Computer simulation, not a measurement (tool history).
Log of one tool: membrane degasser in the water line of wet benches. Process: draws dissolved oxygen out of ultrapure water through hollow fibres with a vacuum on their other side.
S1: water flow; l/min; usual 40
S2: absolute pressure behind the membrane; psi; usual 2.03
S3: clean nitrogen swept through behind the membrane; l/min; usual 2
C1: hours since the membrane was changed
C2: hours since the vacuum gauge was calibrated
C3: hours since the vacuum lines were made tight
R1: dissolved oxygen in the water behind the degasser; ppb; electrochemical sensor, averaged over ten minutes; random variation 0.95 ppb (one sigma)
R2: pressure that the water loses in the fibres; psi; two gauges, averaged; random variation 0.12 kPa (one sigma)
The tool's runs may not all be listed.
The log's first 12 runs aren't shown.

run,day,S1,S2,S3,C1,C2,C3,R1,R2
13,19.392,40,2.03,1.47,2352,159,465,642.5,5.587
14,20.671,40,2.03,2,2383,190,496,508.7,5.575
15,22.7,40,2.03,2,2432,239,544,508.6,5.575
16,23.75,40,2.03,2,2457,264,569,509.5,5.59
17,24.742,40,2.03,2,2480,288,593,508.7,5.587
# day 25.712: vacuum gauge calibrated, once more
18,26.996,37,3.13,1.71,2534,31,647,842.8,5.155
19,29.217,38,1.74,4.62,2587,84,700,217.7,5.3
20,31.288,40,3.09,4.54,2637,134,750,416,5.568
21,32.733,25,2.61,2.93,2672,168,785,310.9,3.5
22,33.883,40,1.89,3.8,2699,196,812,289.7,5.598
23,36.154,30,1.25,0.96,2754,251,867,372.6,4.2
24,37.767,30,1.52,0.88,2793,289,905,519.7,4.186
25,39.05,48,3.38,2,2823,320,936,1008.6,6.725
26,40.029,40,3.22,1.09,2847,344,960,1284.4,5.612
27,41.212,40,2.03,3.39,2875,372,988,340.8,5.597
28,42.3,40,2.03,3.39,2901,398,1014,341.6,5.598
29,43.562,40,2.03,3.39,2932,428,1044,340.7,5.594
30,45.221,38,4.64,5.36,2972,468,1084,511.3,5.317
31,46.317,40,3.67,5.35,2998,495,1111,430.9,5.606
32,48.017,40,1.46,2.38,3039,535,1151,310.2,5.604

Forecast each of these 3 alternatives for the next run:
A,49,40,2.03,2.26,3062,559,1175,?,?
B,49,48,2.07,1.76,3062,559,1175,?,?
C,49,40,2.03,1.3,3062,559,1175,?,?

run,R1,R2
A,463.5,5.603
B,675.4,6.728
C,701.3,5.596
Without the tool's hidden state the same runs would have given:
run,R1,R2
A,459.8,5.549
B,670.8,6.664
C,697.3,5.542
